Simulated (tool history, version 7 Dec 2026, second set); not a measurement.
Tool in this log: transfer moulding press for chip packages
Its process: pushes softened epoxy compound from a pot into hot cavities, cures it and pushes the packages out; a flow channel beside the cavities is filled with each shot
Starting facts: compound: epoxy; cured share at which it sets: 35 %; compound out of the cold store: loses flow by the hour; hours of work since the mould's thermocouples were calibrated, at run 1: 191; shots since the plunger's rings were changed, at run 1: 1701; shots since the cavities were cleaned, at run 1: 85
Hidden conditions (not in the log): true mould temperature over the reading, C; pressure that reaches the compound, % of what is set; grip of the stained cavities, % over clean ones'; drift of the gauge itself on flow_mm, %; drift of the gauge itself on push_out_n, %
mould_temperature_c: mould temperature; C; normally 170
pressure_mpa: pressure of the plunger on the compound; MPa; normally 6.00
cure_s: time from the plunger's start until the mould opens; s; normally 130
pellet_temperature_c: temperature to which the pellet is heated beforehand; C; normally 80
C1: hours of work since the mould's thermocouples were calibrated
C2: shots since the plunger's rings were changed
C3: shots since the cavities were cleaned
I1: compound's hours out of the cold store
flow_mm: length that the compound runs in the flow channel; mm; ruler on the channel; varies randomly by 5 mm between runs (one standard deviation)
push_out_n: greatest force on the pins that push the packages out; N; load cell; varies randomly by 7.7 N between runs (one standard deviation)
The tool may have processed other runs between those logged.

run 1 hour=0.0 | mould_temperature_c=170 pressure_mpa=6.00 cure_s=130 pellet_temperature_c=80 | C1=191 C2=1701 C3=85 | I1=12.2 | flow_mm=910 push_out_n=388
run 2 hour=18.3 | mould_temperature_c=170 pressure_mpa=6.00 cure_s=130 pellet_temperature_c=80 | C1=203 C2=1866 C3=250 | I1=13.5 | flow_mm=899 push_out_n=504
run 3 hour=27.4 | mould_temperature_c=170 pressure_mpa=6.00 cure_s=130 pellet_temperature_c=80 | C1=208 C2=1948 C3=332 | I1=23.4 | flow_mm=882 push_out_n=524
run 4 hour=47.3 | mould_temperature_c=170 pressure_mpa=6.00 cure_s=130 pellet_temperature_c=80 | C1=221 C2=2128 C3=512 | I1=32.2 | flow_mm=863 push_out_n=599
run 5 hour=61.9 | mould_temperature_c=170 pressure_mpa=6.00 cure_s=130 pellet_temperature_c=71 | C1=230 C2=2260 C3=644 | I1=32.9 | flow_mm=855 push_out_n=638
run 6 hour=78.3 | mould_temperature_c=170 pressure_mpa=6.00 cure_s=130 pellet_temperature_c=71 | C1=240 C2=2409 C3=793 | I1=21.2 | flow_mm=880 push_out_n=689
run 7 hour=91.1 | mould_temperature_c=170 pressure_mpa=6.00 cure_s=130 pellet_temperature_c=80 | C1=248 C2=2524 C3=908 | I1=43.5 | flow_mm=834 push_out_n=688
run 8 hour=103.8 | mould_temperature_c=170 pressure_mpa=6.00 cure_s=130 pellet_temperature_c=80 | C1=256 C2=2638 C3=1022 | I1=46.4 | flow_mm=840 push_out_n=693
-- hour=113.0 cavities cleaned with cleaning compound and waxed
run 9 hour=123.3 | mould_temperature_c=170 pressure_mpa=6.00 cure_s=130 pellet_temperature_c=80 | C1=267 C2=2802 C3=94 | I1=23.1 | flow_mm=876 push_out_n=412
run 10 hour=144.4 | mould_temperature_c=170 pressure_mpa=6.00 cure_s=130 pellet_temperature_c=80 | C1=280 C2=2992 C3=284 | I1=42.8 | flow_mm=838 push_out_n=528
run 11 hour=156.8 | mould_temperature_c=170 pressure_mpa=6.00 cure_s=130 pellet_temperature_c=80 | C1=288 C2=3104 C3=396 | I1=26.7 | flow_mm=855 push_out_n=569
run 12 hour=174.0 | mould_temperature_c=170 pressure_mpa=6.00 cure_s=130 pellet_temperature_c=80 | C1=299 C2=3259 C3=551 | I1=43.8 | flow_mm=829 push_out_n=621
run 13 hour=191.4 | mould_temperature_c=170 pressure_mpa=6.28 cure_s=130 pellet_temperature_c=80 | C1=310 C2=3417 C3=709 | I1=19.2 | flow_mm=888 push_out_n=667
run 14 hour=210.2 | mould_temperature_c=170 pressure_mpa=6.28 cure_s=130 pellet_temperature_c=80 | C1=322 C2=3587 C3=879 | I1=40.1 | flow_mm=852 push_out_n=678

The next listed run, before its measurement:
run 15 hour=224.7 | mould_temperature_c=170 pressure_mpa=6.28 cure_s=130 pellet_temperature_c=80 | C1=331 C2=3718 C3=1010 | I1=10.3 | flow_mm=? push_out_n=?

flow_mm: 902 mm
push_out_n: 718 N
Minus the tool's unlogged condition, the same run would have read flow_mm 950 mm, push_out_n 333 N.

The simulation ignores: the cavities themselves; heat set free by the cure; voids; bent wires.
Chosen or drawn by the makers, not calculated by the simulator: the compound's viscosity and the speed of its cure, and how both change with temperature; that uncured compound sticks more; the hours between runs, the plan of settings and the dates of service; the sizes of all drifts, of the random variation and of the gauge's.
